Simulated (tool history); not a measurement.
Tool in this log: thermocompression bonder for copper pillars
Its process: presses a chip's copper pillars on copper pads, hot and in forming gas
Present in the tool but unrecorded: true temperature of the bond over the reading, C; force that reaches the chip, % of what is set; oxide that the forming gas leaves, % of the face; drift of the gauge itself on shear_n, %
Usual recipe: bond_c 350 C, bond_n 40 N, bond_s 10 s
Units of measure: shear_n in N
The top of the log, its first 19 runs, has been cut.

run	hour	bond_c	bond_n	bond_s	hours of work since the heater was calibrated	hours of work since the force cell was calibrated	hours of work since the gas filter was changed	shear_n
20	718.4	350	36	10	333	948	83	44.7
21	761.8	334	58	10	358	973	108	59.9
22	792.8	334	58	10	376	991	126	61.8
23	821.4	350	40	5	393	1007	143	39.3
24	875.3	324	54	14	424	1039	174	56.4
# hour 900.8: forming gas filter changed
25	927	374	53	19	453	1068	15	86
26	975.1	374	53	19	481	1096	43	85.7
27	1020.9	359	35	9	508	1122	69	47.1
28	1049.7	323	35	6	524	1139	86	25.7
29	1078	323	35	6	540	1155	102	25.7
30	1127.8	323	35	6	569	1184	131	24.4
31	1166	323	26	14	591	1206	153	23.8
32	1195	334	26	11	608	1223	170	25.5
# hour 1225.9: forming gas filter changed
33	1249.3	345	29	6	639	1254	13	27.2

Run 34 comes next. What will it give?
34	1277.4	373	31	12	655	1270	30	?

Run 34 measured shear_n 52.9 N.
With no hidden state in the tool, this same run would have given shear_n 53.1 N.
